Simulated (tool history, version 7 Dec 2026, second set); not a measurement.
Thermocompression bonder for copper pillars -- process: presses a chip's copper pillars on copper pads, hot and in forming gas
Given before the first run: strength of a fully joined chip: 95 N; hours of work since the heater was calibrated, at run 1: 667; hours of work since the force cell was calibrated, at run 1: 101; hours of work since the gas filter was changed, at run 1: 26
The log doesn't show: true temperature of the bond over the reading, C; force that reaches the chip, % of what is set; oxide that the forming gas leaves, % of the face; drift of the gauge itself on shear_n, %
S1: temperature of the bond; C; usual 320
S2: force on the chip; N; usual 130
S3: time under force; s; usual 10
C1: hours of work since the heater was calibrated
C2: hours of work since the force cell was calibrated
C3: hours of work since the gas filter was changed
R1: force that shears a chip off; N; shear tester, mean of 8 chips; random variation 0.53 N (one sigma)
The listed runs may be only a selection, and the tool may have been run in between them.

{"run": 1, "day": 0.0, "S1": 320, "S2": 130, "S3": 10, "C1": 667, "C2": 101, "C3": 26, "R1": 71.8}
{"run": 2, "day": 0.338, "S1": 320, "S2": 130, "S3": 10, "C1": 671, "C2": 106, "C3": 31, "R1": 73.3}
{"run": 3, "day": 0.746, "S1": 320, "S2": 130, "S3": 10, "C1": 677, "C2": 111, "C3": 37, "R1": 72.9}
{"run": 4, "day": 1.029, "S1": 320, "S2": 130, "S3": 10, "C1": 681, "C2": 115, "C3": 40, "R1": 73.5}
{"run": 5, "day": 1.375, "S1": 320, "S2": 130, "S3": 10, "C1": 686, "C2": 120, "C3": 45, "R1": 72.5}
{"run": 6, "day": 1.754, "S1": 330, "S2": 130, "S3": 10, "C1": 691, "C2": 125, "C3": 50, "R1": 77.9}
{"run": 7, "day": 2.033, "S1": 320, "S2": 130, "S3": 7, "C1": 695, "C2": 129, "C3": 54, "R1": 66.9}
{"run": 8, "day": 2.467, "S1": 320, "S2": 130, "S3": 7, "C1": 700, "C2": 135, "C3": 60, "R1": 67}
{"run": 9, "day": 2.929, "S1": 320, "S2": 130, "S3": 7, "C1": 707, "C2": 141, "C3": 66, "R1": 66}
{"run": 10, "day": 3.267, "S1": 320, "S2": 130, "S3": 7, "C1": 711, "C2": 145, "C3": 71, "R1": 66.4}
{"run": 11, "day": 3.683, "S1": 320, "S2": 130, "S3": 7, "C1": 717, "C2": 151, "C3": 77, "R1": 65.8}
{"run": 12, "day": 4.033, "S1": 320, "S2": 130, "S3": 7, "C1": 722, "C2": 156, "C3": 81, "R1": 66.3}
{"run": 13, "day": 4.517, "S1": 320, "S2": 120, "S3": 7, "C1": 728, "C2": 162, "C3": 88, "R1": 64}
{"run": 14, "day": 4.912, "S1": 296, "S2": 130, "S3": 10, "C1": 734, "C2": 168, "C3": 93, "R1": 58.1}
{"run": 15, "day": 5.262, "S1": 296, "S2": 130, "S3": 10, "C1": 738, "C2": 172, "C3": 98, "R1": 58.4}
{"run": 16, "day": 5.654, "S1": 296, "S2": 130, "S3": 10, "C1": 744, "C2": 178, "C3": 103, "R1": 58.3}
{"run": 17, "day": 5.912, "S1": 296, "S2": 130, "S3": 10, "C1": 747, "C2": 181, "C3": 107, "R1": 58.4}
{"run": 18, "day": 6.229, "S1": 296, "S2": 130, "S3": 10, "C1": 751, "C2": 186, "C3": 111, "R1": 58.8}
{"run": 19, "day": 6.704, "S1": 340, "S2": 189, "S3": 10, "C1": 758, "C2": 192, "C3": 118, "R1": 86}
{"run": 20, "day": 7.171, "S1": 334, "S2": 182, "S3": 10, "C1": 764, "C2": 198, "C3": 124, "R1": 84.5}
{"run": 21, "day": 7.4, "S1": 320, "S2": 122, "S3": 10, "C1": 767, "C2": 201, "C3": 127, "R1": 70.5}
{"run": 22, "day": 7.596, "S1": 325, "S2": 111, "S3": 7, "C1": 770, "C2": 204, "C3": 130, "R1": 64}
{"run": 23, "day": 7.854, "S1": 297, "S2": 184, "S3": 9, "C1": 774, "C2": 208, "C3": 133, "R1": 67.2}
{"run": 24, "day": 8.117, "S1": 297, "S2": 125, "S3": 12, "C1": 777, "C2": 211, "C3": 137, "R1": 60.9}
{"run": 25, "day": 8.338, "S1": 297, "S2": 125, "S3": 12, "C1": 780, "C2": 214, "C3": 140, "R1": 61}
{"run": 26, "day": 8.738, "S1": 318, "S2": 108, "S3": 8, "C1": 786, "C2": 220, "C3": 145, "R1": 62}
{"run": 27, "day": 9.117, "S1": 318, "S2": 108, "S3": 8, "C1": 791, "C2": 225, "C3": 150, "R1": 62.4}
{"run": 28, "day": 9.471, "S1": 318, "S2": 108, "S3": 8, "C1": 795, "C2": 230, "C3": 155, "R1": 61.5}

Each row is a separate what-if for the run after 28, all from the same tool condition, not one after another. Results?
{"run": "A", "day": 9.888, "S1": 302, "S2": 130, "S3": 10, "C1": 801, "C2": 235, "C3": 161, "R1": "?"}
{"run": "B", "day": 9.888, "S1": 319, "S2": 108, "S3": 8, "C1": 801, "C2": 235, "C3": 161, "R1": "?"}
{"run": "C", "day": 9.888, "S1": 297, "S2": 94, "S3": 19, "C1": 801, "C2": 235, "C3": 161, "R1": "?"}
{"run": "D", "day": 9.888, "S1": 300, "S2": 108, "S3": 10, "C1": 801, "C2": 235, "C3": 161, "R1": "?"}
{"run": "E", "day": 9.888, "S1": 337, "S2": 157, "S3": 8, "C1": 801, "C2": 235, "C3": 161, "R1": "?"}

run=A R1=63
run=B R1=62.3
run=C R1=60.4
run=D R1=55.4
run=E R1=78.9
Had the tool no hidden state, the same runs would have come out as:
run=A R1=58.7
run=B R1=58.5
run=C R1=56.1
run=D R1=51
run=E R1=77.4
